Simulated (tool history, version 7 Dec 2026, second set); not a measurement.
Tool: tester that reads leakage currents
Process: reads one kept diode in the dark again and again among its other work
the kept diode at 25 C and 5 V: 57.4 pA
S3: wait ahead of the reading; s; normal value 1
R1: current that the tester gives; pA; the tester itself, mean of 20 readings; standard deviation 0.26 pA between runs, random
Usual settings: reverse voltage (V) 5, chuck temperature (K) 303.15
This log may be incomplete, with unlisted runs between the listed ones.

Run 1, hour 0: usual settings. Result: R1 99.21 pA.
Run 2, hour 64.5: usual settings but reverse voltage (V) 14.15. Result: R1 167.95 pA.
Run 3, hour 118.1: usual settings but reverse voltage (V) 14.15. Result: R1 154.36 pA.
Run 4, hour 170.4: usual settings but reverse voltage (V) 14.15. Result: R1 153.07 pA.
Run 5, hour 233.4: usual settings. Result: R1 91.68 pA.
Run 6, hour 282: usual settings. Result: R1 92.09 pA.
Run 7, hour 351.4: usual settings but reverse voltage (V) 2.54, chuck temperature (K) 295.15, S3 1.22 s. Result: R1 38.51 pA.
Run 8, hour 418.7: usual settings but reverse voltage (V) 9.35, S3 1.59 s. Result: R1 124.96 pA.
Run 9, hour 462.3: usual settings but reverse voltage (V) 5.64, S3 0.37 s. Result: R1 102.1 pA.
Run 10, hour 548.2: usual settings but reverse voltage (V) 5.64, S3 0.37 s. Result: R1 103.59 pA.
Run 11, hour 623.2: usual settings but reverse voltage (V) 5.64, chuck temperature (K) 306.15, S3 2.17 s. Result: R1 120.1 pA.
Run 12, hour 672.4: usual settings but reverse voltage (V) 1.42, chuck temperature (K) 326.15, S3 2.17 s. Result: R1 223.72 pA.

Put back what was entered between runs (2 entries, withheld): which listed runs does each sit between, and how does the hidden state differ from the listed run before to the listed run after?
From run 2 to run 3: chuck's temperature calibrated (hour 83.1)
  stray current of the dirty probe card, pA a volt: 0.882 -> 0.893; current scale over the true one, %: 1.23 -> 1.25; true chuck temperature over the reading, C: 1.62 -> 0.25
  what was measured, less what the result would be without the hidden state, R1: +30.29 -> +16.68 pA
From run 9 to run 10: probe card cleaned and baked (hour 469.6)
  stray current of the dirty probe card, pA a volt: 0.969 -> 1.168; current scale over the true one, %: 1.37 -> 1.4; true chuck temperature over the reading, C: 0.4 -> 0.44
  what was measured, less what the result would be without the hidden state, R1: +9.25 -> +10.67 pA
